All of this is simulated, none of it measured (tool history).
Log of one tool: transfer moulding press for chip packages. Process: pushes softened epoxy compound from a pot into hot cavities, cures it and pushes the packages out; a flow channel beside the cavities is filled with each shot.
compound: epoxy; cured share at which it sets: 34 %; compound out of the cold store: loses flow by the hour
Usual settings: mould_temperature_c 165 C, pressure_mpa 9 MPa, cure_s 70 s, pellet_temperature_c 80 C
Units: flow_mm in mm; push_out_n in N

run,hour,mould_temperature_c,pressure_mpa,cure_s,pellet_temperature_c,incoming compound's hours out of the cold store,flow_mm,push_out_n
1,0,165,9,70,80,38.4,857,557
2,18.8,165,9,56,80,35.5,873,582
3,30.9,165,9,56,80,21.4,937,844
4,48,165,9,56,80,11.2,992,615
5,66.3,165,9,56,80,16.3,957,931
6,82.9,165,9,56,80,22.4,922,669
7,101.7,165,9,56,80,36.9,853,883
8,121.4,165,9,56,80,46.2,807,774
9,138.9,165,9,66,80,31.9,925,730
10,149.4,165,9,70,80,23.4,970,526
11,161.7,165,9,70,80,25.8,959,681
12,180.4,171,8.49,58,88,26.1,901,512
13,191,171,8.49,51,80,25.8,901,733
14,206.3,171,6.88,52,89,28.1,796,492
15,227.8,159,6.88,64,83,46.6,754,1137
16,239.8,168,8.65,98,80,23,929,418
17,250.9,172,8.56,70,77,13.1,963,576
18,274.2,172,8.56,70,77,45.5,801,472
19,292.9,172,8.23,70,78,36.9,814,619
20,315.8,169,9,98,80,47.9,813,583
21,330.5,169,8.24,68,86,41.5,805,449
22,343.8,165,8.24,75,87,21.9,917,583

Taken out of this log: 12 entries between the listed runs. Where each belongs, and how the hidden state differs across it:
Between runs 1 and 2: cavities cleaned with cleaning compound and waxed (hour 17.9)
  true mould temperature over the reading, C: 0.19 -> 0.18; pressure that reaches the compound, % of what is set: 91.37 -> 90.93; grip of the stained cavities, % over clean ones': 48.6 -> 7.8
  measured less the result without the state, flow_mm: -41 -> -43 mm; push_out_n: +182 -> +34 N
Between runs 3 and 4: cavities cleaned with cleaning compound and waxed (hour 48)
  true mould temperature over the reading, C: 0.18 -> 0.17; pressure that reaches the compound, % of what is set: 90.55 -> 90.1; grip of the stained cavities, % over clean ones': 49.2 -> 0.7
  measured less the result without the state, flow_mm: -48 -> -54 mm; push_out_n: +270 -> -4 N
Between runs 5 and 6: cavities cleaned with cleaning compound and waxed (hour 78.6)
  pressure that reaches the compound, % of what is set: 89.54 -> 89.09; grip of the stained cavities, % over clean ones': 65.3 -> 18
  measured less the result without the state, flow_mm: -55 -> -56 mm; push_out_n: +362 -> +95 N
Between runs 7 and 8: cavities cleaned with cleaning compound and waxed (hour 108.8)
  true mould temperature over the reading, C: 0.13 -> 0.12; pressure that reaches the compound, % of what is set: 88.52 -> 87.98; grip of the stained cavities, % over clean ones': 71.2 -> 49.8
  measured less the result without the state, flow_mm: -54 -> -53 mm; push_out_n: +363 -> +255 N
Between runs 8 and 9: plunger's sealing rings changed (hour 134.7)
  true mould temperature over the reading, C: 0.12 -> 0.11; pressure that reaches the compound, % of what is set: 87.98 -> 99.39; grip of the stained cavities, % over clean ones': 49.8 -> 84.3
  measured less the result without the state, flow_mm: -53 -> -4 mm; push_out_n: +255 -> +334 N
Between runs 9 and 10: cavities cleaned with cleaning compound and waxed (hour 142.1)
  pressure that reaches the compound, % of what is set: 99.39 -> 99.11; grip of the stained cavities, % over clean ones': 84.3 -> 32.9
  measured less the result without the state, flow_mm: -4 -> -4 mm; push_out_n: +334 -> +128 N
Between runs 11 and 12: cavities cleaned with cleaning compound and waxed (hour 172.2)
  true mould temperature over the reading, C: 0.1 -> 0.09; pressure that reaches the compound, % of what is set: 98.73 -> 98.18; grip of the stained cavities, % over clean ones': 67.9 -> 34.6
  measured less the result without the state, flow_mm: -7 -> -8 mm; push_out_n: +272 -> +129 N
Between runs 13 and 14: cavities cleaned with cleaning compound and waxed (hour 203.3)
  true mould temperature over the reading, C: 0.08 -> 0.07; pressure that reaches the compound, % of what is set: 97.87 -> 97.46; grip of the stained cavities, % over clean ones': 65.7 -> 19.9
  measured less the result without the state, flow_mm: -10 -> -10 mm; push_out_n: +289 -> +80 N
Between runs 15 and 16: cavities cleaned with cleaning compound and waxed (hour 234.4)
  true mould temperature over the reading, C: 0.06 -> 0.05; pressure that reaches the compound, % of what is set: 96.82 -> 96.51; grip of the stained cavities, % over clean ones': 79.4 -> 25.8
  measured less the result without the state, flow_mm: -13 -> -16 mm; push_out_n: +499 -> +86 N
Between runs 17 and 18: cavities cleaned with cleaning compound and waxed (hour 264.8)
  true mould temperature over the reading, C: 0.05 -> 0.03; pressure that reaches the compound, % of what is set: 96.17 -> 95.52; grip of the stained cavities, % over clean ones': 61.4 -> 38.4
  measured less the result without the state, flow_mm: -19 -> -18 mm; push_out_n: +220 -> +132 N
Between runs 19 and 20: cavities cleaned with cleaning compound and waxed (hour 296)
  true mould temperature over the reading, C: 0.02 -> 0.01; pressure that reaches the compound, % of what is set: 94.98 -> 94.34; grip of the stained cavities, % over clean ones': 84.7 -> 65.9
  measured less the result without the state, flow_mm: -21 -> -25 mm; push_out_n: +286 -> +231 N
Between runs 20 and 21: cavities cleaned with cleaning compound and waxed (hour 326.1)
  true mould temperature over the reading, C: 0.01 -> 0; pressure that reaches the compound, % of what is set: 94.34 -> 93.96; grip of the stained cavities, % over clean ones': 65.9 -> 22.5
  measured less the result without the state, flow_mm: -25 -> -25 mm; push_out_n: +231 -> +82 N
